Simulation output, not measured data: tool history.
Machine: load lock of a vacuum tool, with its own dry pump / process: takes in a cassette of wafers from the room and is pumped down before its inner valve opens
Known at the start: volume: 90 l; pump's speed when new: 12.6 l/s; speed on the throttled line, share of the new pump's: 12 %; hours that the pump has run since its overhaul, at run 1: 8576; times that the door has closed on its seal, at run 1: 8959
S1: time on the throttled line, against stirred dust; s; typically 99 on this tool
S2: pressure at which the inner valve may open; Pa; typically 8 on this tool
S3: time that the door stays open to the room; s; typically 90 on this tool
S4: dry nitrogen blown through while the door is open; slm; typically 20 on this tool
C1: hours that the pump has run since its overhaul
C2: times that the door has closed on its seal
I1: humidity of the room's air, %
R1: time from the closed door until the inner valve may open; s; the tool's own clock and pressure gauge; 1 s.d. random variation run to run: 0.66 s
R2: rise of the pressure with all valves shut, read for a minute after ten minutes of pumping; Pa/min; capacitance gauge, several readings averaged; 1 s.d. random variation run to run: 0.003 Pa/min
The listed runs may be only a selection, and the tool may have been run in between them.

run,hour,S1,S2,S3,S4,C1,C2,I1,R1,R2
1,0,99,8,90,20,8576,8959,44.3,155.1,0.025
2,331.8,99,8,90,20,8908,9352,41.5,156.1,0.03
3,627,99,8,90,20,9203,9702,44.9,155.1,0.026
4,837.2,99,8,90,20,9413,9951,43.8,154.5,0.031
5,1057.7,99,8,90,20,9633,10212,44.4,154.8,0.029
6,1272.1,99,8,90,20,9848,10466,47.5,155.2,0.033
7,1583.5,99,8,90,20,10159,10835,41.2,154.6,0.029
8,1840.6,99,8,90,20,10416,11140,45.1,154.7,0.025
9,2177.1,99,8,90,20,10753,11538,45.9,155.2,0.023
10,2349.9,99,8,90,5,10926,11743,41.9,154.7,0.039
11,2542.3,99,8,90,36,11118,11971,44.4,155.3,0.024
12,2887.7,99,8,61,36,11463,12380,46.6,155.1,0.021
13,3160,99,8,61,36,11736,12703,45.5,155,0.026
14,3499.6,99,8,61,36,12075,13105,41.1,156.7,0.018
15,3801.7,99,8,61,36,12377,13463,44.1,154.8,0.02
16,4044.8,99,8,61,36,12621,13751,46.1,155.4,0.021
17,4334,99,8,61,36,12910,14094,43,155.9,0.02
18,4593.2,99,8,90,20,13169,14401,46.8,155,0.026
19,4908.5,148,8,127,24,13484,14774,46.4,197.5,0.032
20,5181.4,86,8,127,11,13757,15098,42.6,143.3,0.043
21,5471.3,86,8,127,11,14047,15441,44.6,144.3,0.041
# hour 5720.8: dry pump taken out, an overhauled one fitted
22,5787.4,86,8,127,11,67,15809,45.5,143,0.045
23,6063.4,75,9,90,20,343,16136,44.3,133.2,0.029
24,6334,75,9,90,20,613,16456,42.8,133.2,0.035
25,6582.7,75,9,90,20,862,16751,46.2,133.4,0.031
26,6849.3,110,8,90,20,1128,17067,44.1,164.3,0.035
27,7196.1,110,8,90,20,1475,17478,43.8,165.4,0.027
28,7555.2,188,11,28,34,1834,17903,43.1,230.5,0.01
29,7762.1,188,11,28,34,2041,18148,45.4,231.9,0.011
30,7977.1,132,6,80,20,2256,18403,44.3,184.7,0.027
31,8299.5,132,6,80,20,2579,18785,45.3,186.5,0.03
32,8577.5,99,8,224,20,2857,19114,47.3,154.7,0.061
33,8829.4,99,8,135,20,3109,19413,44.9,154.6,0.043
34,9032.9,81,15,206,35,3312,19654,45.3,134.1,0.039
35,9228.5,81,15,206,35,3508,19885,46.3,134.7,0.037
36,9466.6,81,13,206,35,3746,20167,48.2,135.7,0.039

What if the next run were any one of these 3? Each begins from the tool's condition after run 36:
A,9679.9,166,10,90,24,3959,20420,44.6,?,?
B,9679.9,115,8,69,22,3959,20420,46.4,?,?
C,9679.9,143,8,90,20,3959,20420,44.5,?,?

run,R1,R2
A,213.2,0.029
B,168.4,0.027
C,192.4,0.031
Take away the tool's hidden state, keep each run's random variation, and the runs would have read:
run,R1,R2
A,213.2,0.029
B,168.4,0.027
C,192.4,0.031

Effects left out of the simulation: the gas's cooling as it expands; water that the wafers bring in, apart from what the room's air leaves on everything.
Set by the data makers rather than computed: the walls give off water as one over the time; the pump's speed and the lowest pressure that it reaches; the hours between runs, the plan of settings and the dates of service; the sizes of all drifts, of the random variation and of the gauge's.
